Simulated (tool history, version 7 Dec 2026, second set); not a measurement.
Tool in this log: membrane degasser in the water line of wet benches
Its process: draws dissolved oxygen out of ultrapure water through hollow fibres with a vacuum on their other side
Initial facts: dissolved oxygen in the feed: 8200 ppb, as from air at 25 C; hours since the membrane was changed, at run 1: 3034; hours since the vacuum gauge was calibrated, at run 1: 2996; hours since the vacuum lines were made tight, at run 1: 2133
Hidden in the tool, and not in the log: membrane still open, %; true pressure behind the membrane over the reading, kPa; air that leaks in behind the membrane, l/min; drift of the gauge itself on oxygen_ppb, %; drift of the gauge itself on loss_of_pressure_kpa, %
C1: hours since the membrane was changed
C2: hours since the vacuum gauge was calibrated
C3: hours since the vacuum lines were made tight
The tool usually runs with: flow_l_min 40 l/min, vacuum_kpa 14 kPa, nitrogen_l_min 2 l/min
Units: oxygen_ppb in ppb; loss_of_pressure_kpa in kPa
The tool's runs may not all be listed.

run 1 hour=0 | flow_l_min=40 vacuum_kpa=14 nitrogen_l_min=2 | C1=3034 C2=2996 C3=2133 | oxygen_ppb=524.6 loss_of_pressure_kpa=58
run 2 hour=240.7 | flow_l_min=40 vacuum_kpa=14 nitrogen_l_min=2 | C1=3275 C2=3236 C3=2373 | oxygen_ppb=527 loss_of_pressure_kpa=58.44
run 3 hour=458.6 | flow_l_min=37 vacuum_kpa=14 nitrogen_l_min=2 | C1=3493 C2=3454 C3=2591 | oxygen_ppb=490.4 loss_of_pressure_kpa=54.06
run 4 hour=721.9 | flow_l_min=40 vacuum_kpa=31 nitrogen_l_min=2 | C1=3756 C2=3717 C3=2855 | oxygen_ppb=1151.1 loss_of_pressure_kpa=58.65
run 5 hour=947.9 | flow_l_min=40 vacuum_kpa=10.7 nitrogen_l_min=2 | C1=3982 C2=3943 C3=3081 | oxygen_ppb=398 loss_of_pressure_kpa=59.02
run 6 hour=1242.4 | flow_l_min=40 vacuum_kpa=10.7 nitrogen_l_min=2 | C1=4276 C2=4238 C3=3375 | oxygen_ppb=396.3 loss_of_pressure_kpa=58.83
run 7 hour=1464.2 | flow_l_min=40 vacuum_kpa=14 nitrogen_l_min=2 | C1=4498 C2=4460 C3=3597 | oxygen_ppb=529.1 loss_of_pressure_kpa=58.67
run 8 hour=1681.3 | flow_l_min=40 vacuum_kpa=14 nitrogen_l_min=2 | C1=4715 C2=4677 C3=3814 | oxygen_ppb=529.5 loss_of_pressure_kpa=59.12
run 9 hour=1849.2 | flow_l_min=41 vacuum_kpa=14 nitrogen_l_min=2 | C1=4883 C2=4845 C3=3982 | oxygen_ppb=546.2 loss_of_pressure_kpa=60.53
run 10 hour=2056 | flow_l_min=40 vacuum_kpa=14 nitrogen_l_min=1.16 | C1=5090 C2=5052 C3=4189 | oxygen_ppb=780.7 loss_of_pressure_kpa=58.99
run 11 hour=2325.3 | flow_l_min=40 vacuum_kpa=14 nitrogen_l_min=1.16 | C1=5359 C2=5321 C3=4458 | oxygen_ppb=796.9 loss_of_pressure_kpa=59.43
run 12 hour=2512.4 | flow_l_min=40 vacuum_kpa=14 nitrogen_l_min=1.16 | C1=5546 C2=5508 C3=4645 | oxygen_ppb=790.5 loss_of_pressure_kpa=59.3
run 13 hour=2845.9 | flow_l_min=40 vacuum_kpa=14 nitrogen_l_min=1.16 | C1=5880 C2=5841 C3=4979 | oxygen_ppb=789.1 loss_of_pressure_kpa=59.32
run 14 hour=3044.3 | flow_l_min=40 vacuum_kpa=14 nitrogen_l_min=2 | C1=6078 C2=6040 C3=5177 | oxygen_ppb=542.2 loss_of_pressure_kpa=59.23
run 15 hour=3320.2 | flow_l_min=40 vacuum_kpa=14 nitrogen_l_min=3.66 | C1=6354 C2=6316 C3=5453 | oxygen_ppb=349.5 loss_of_pressure_kpa=59.63
run 16 hour=3540.4 | flow_l_min=40 vacuum_kpa=14 nitrogen_l_min=3.66 | C1=6574 C2=6536 C3=5673 | oxygen_ppb=352.8 loss_of_pressure_kpa=59.75
run 17 hour=3713.8 | flow_l_min=40 vacuum_kpa=14 nitrogen_l_min=3.66 | C1=6748 C2=6709 C3=5847 | oxygen_ppb=352.9 loss_of_pressure_kpa=59.75
run 18 hour=4054.7 | flow_l_min=40 vacuum_kpa=14 nitrogen_l_min=3.66 | C1=7089 C2=7050 C3=6187 | oxygen_ppb=348.9 loss_of_pressure_kpa=59.57
run 19 hour=4334.7 | flow_l_min=36 vacuum_kpa=8.9 nitrogen_l_min=2 | C1=7369 C2=7330 C3=6467 | oxygen_ppb=297.5 loss_of_pressure_kpa=53.89
run 20 hour=4648.1 | flow_l_min=36 vacuum_kpa=8.9 nitrogen_l_min=2 | C1=7682 C2=7644 C3=6781 | oxygen_ppb=299.6 loss_of_pressure_kpa=54.21
-- hour=4717.1 vacuum gauge calibrated
run 21 hour=4904.1 | flow_l_min=36 vacuum_kpa=8.9 nitrogen_l_min=2 | C1=7938 C2=187 C3=7036 | oxygen_ppb=287.8 loss_of_pressure_kpa=54.12
run 22 hour=5224.3 | flow_l_min=55 vacuum_kpa=8.9 nitrogen_l_min=2 | C1=8258 C2=507 C3=7357 | oxygen_ppb=459.3 loss_of_pressure_kpa=83.69
run 23 hour=5407.1 | flow_l_min=29 vacuum_kpa=8.9 nitrogen_l_min=2 | C1=8440 C2=690 C3=7539 | oxygen_ppb=232.5 loss_of_pressure_kpa=43.77
run 24 hour=5580 | flow_l_min=31 vacuum_kpa=32.7 nitrogen_l_min=1 | C1=8613 C2=863 C3=7712 | oxygen_ppb=1637.8 loss_of_pressure_kpa=47.07
-- hour=5725.1 seals of the vacuum lines changed
run 25 hour=5737.3 | flow_l_min=40 vacuum_kpa=16.2 nitrogen_l_min=1.14 | C1=8769 C2=1018 C3=12 | oxygen_ppb=927.3 loss_of_pressure_kpa=60.8
run 26 hour=5969.1 | flow_l_min=40 vacuum_kpa=16.2 nitrogen_l_min=1.14 | C1=9001 C2=1250 C3=244 | oxygen_ppb=937.5 loss_of_pressure_kpa=60.83
run 27 hour=6234.2 | flow_l_min=26 vacuum_kpa=13.9 nitrogen_l_min=3.48 | C1=9266 C2=1515 C3=509 | oxygen_ppb=221.5 loss_of_pressure_kpa=39.9
run 28 hour=6461.4 | flow_l_min=26 vacuum_kpa=19.2 nitrogen_l_min=3.38 | C1=9493 C2=1742 C3=736 | oxygen_ppb=323.2 loss_of_pressure_kpa=39.68
run 29 hour=6822.2 | flow_l_min=59 vacuum_kpa=19.2 nitrogen_l_min=5.88 | C1=9854 C2=2103 C3=1097 | oxygen_ppb=522.4 loss_of_pressure_kpa=90.22
run 30 hour=7104.4 | flow_l_min=59 vacuum_kpa=19.2 nitrogen_l_min=5.88 | C1=10136 C2=2385 C3=1379 | oxygen_ppb=520.8 loss_of_pressure_kpa=90.86
run 31 hour=7292 | flow_l_min=64 vacuum_kpa=27.6 nitrogen_l_min=0.86 | C1=10323 C2=2573 C3=1567 | oxygen_ppb=2506 loss_of_pressure_kpa=98.16
run 32 hour=7608.1 | flow_l_min=64 vacuum_kpa=27.6 nitrogen_l_min=0.86 | C1=10640 C2=2889 C3=1883 | oxygen_ppb=2536.1 loss_of_pressure_kpa=98.69
run 33 hour=7794.6 | flow_l_min=59 vacuum_kpa=22.9 nitrogen_l_min=1.63 | C1=10826 C2=3076 C3=2069 | oxygen_ppb=1393.1 loss_of_pressure_kpa=91.26

Below are 3 alternative next runs, each starting from the tool's condition after run 33. Predict each:
run A hour=8123.3 | flow_l_min=50 vacuum_kpa=13.5 nitrogen_l_min=1.27 | C1=11155 C2=3404 C3=2398 | oxygen_ppb=? loss_of_pressure_kpa=?
run B hour=8123.3 | flow_l_min=40 vacuum_kpa=14 nitrogen_l_min=2.58 | C1=11155 C2=3404 C3=2398 | oxygen_ppb=? loss_of_pressure_kpa=?
run C hour=8123.3 | flow_l_min=35 vacuum_kpa=26 nitrogen_l_min=1.63 | C1=11155 C2=3404 C3=2398 | oxygen_ppb=? loss_of_pressure_kpa=?

run=A oxygen_ppb=869.8 loss_of_pressure_kpa=76.92
run=B oxygen_ppb=452.1 loss_of_pressure_kpa=61.61
run=C oxygen_ppb=1023.3 loss_of_pressure_kpa=54.17
The same runs, with their run-to-run variation unchanged, on a tool lacking any hidden condition would have given:
run=A oxygen_ppb=830.2 loss_of_pressure_kpa=70.91
run=B oxygen_ppb=421.9 loss_of_pressure_kpa=56.79
run=C oxygen_ppb=999.6 loss_of_pressure_kpa=49.93

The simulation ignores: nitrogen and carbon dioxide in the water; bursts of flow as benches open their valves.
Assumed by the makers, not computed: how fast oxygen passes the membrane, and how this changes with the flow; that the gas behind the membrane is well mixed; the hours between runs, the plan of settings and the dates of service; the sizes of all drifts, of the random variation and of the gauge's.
